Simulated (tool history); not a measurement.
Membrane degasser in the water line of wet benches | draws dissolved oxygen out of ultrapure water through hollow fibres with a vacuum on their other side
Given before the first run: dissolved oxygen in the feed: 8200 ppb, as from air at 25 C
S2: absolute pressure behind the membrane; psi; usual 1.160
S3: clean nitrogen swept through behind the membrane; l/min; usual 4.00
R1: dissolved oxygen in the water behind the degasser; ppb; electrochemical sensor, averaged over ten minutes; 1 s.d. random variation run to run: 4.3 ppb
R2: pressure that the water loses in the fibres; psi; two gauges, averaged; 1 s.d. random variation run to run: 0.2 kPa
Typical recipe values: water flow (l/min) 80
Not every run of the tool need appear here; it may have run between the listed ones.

run 1 hour=0.0 | water_flow_(l/min)=80 S2=1.160 S3=4.00 | R1=436.1 R2=6.093
run 2 hour=61.1 | water_flow_(l/min)=58 S2=1.160 S3=4.00 | R1=287.6 R2=4.411
run 3 hour=91.0 | water_flow_(l/min)=58 S2=1.160 S3=4.00 | R1=284.4 R2=4.376
run 4 hour=138.7 | water_flow_(l/min)=80 S2=1.105 S3=4.00 | R1=417.2 R2=6.097
run 5 hour=177.5 | water_flow_(l/min)=80 S2=1.136 S3=4.00 | R1=432.9 R2=6.042
run 6 hour=207.0 | water_flow_(l/min)=80 S2=2.012 S3=4.00 | R1=678.6 R2=6.060
run 7 hour=259.0 | water_flow_(l/min)=80 S2=2.012 S3=4.00 | R1=660.5 R2=6.089
run 8 hour=286.0 | water_flow_(l/min)=80 S2=2.012 S3=4.00 | R1=678.3 R2=6.108
run 9 hour=315.2 | water_flow_(l/min)=80 S2=2.012 S3=4.00 | R1=664.4 R2=6.048
run 10 hour=362.4 | water_flow_(l/min)=80 S2=2.012 S3=4.00 | R1=656.7 R2=6.096
run 11 hour=393.6 | water_flow_(l/min)=81 S2=1.160 S3=4.00 | R1=452.6 R2=6.129
run 12 hour=438.1 | water_flow_(l/min)=81 S2=1.160 S3=4.00 | R1=444.9 R2=6.205
run 13 hour=486.1 | water_flow_(l/min)=80 S2=1.160 S3=6.03 | R1=371.5 R2=6.073
run 14 hour=545.2 | water_flow_(l/min)=80 S2=1.160 S3=6.03 | R1=372.2 R2=6.118
run 15 hour=609.9 | water_flow_(l/min)=79 S2=0.722 S3=4.00 | R1=301.1 R2=6.047
run 16 hour=656.1 | water_flow_(l/min)=79 S2=0.859 S3=6.99 | R1=302.7 R2=6.032
run 17 hour=685.0 | water_flow_(l/min)=105 S2=1.160 S3=4.00 | R1=621.6 R2=8.048
run 18 hour=726.5 | water_flow_(l/min)=69 S2=2.690 S3=4.00 | R1=718.2 R2=5.271
run 19 hour=792.4 | water_flow_(l/min)=69 S2=2.690 S3=4.00 | R1=731.5 R2=5.294
run 20 hour=850.7 | water_flow_(l/min)=69 S2=2.690 S3=4.00 | R1=723.4 R2=5.269
run 21 hour=906.8 | water_flow_(l/min)=69 S2=2.690 S3=4.00 | R1=720.7 R2=5.310

What does the tool deliver on the next run?
run 22 hour=953.4 | water_flow_(l/min)=80 S2=0.743 S3=3.21 | R1=? R2=?

{"run 22": {"R1": 338.9, "R2": 6.079}}
Take away the tool's hidden state, keep the run-to-run variation as it was, and the same run would have given R1 331.7 ppb, R2 6.045 psi.
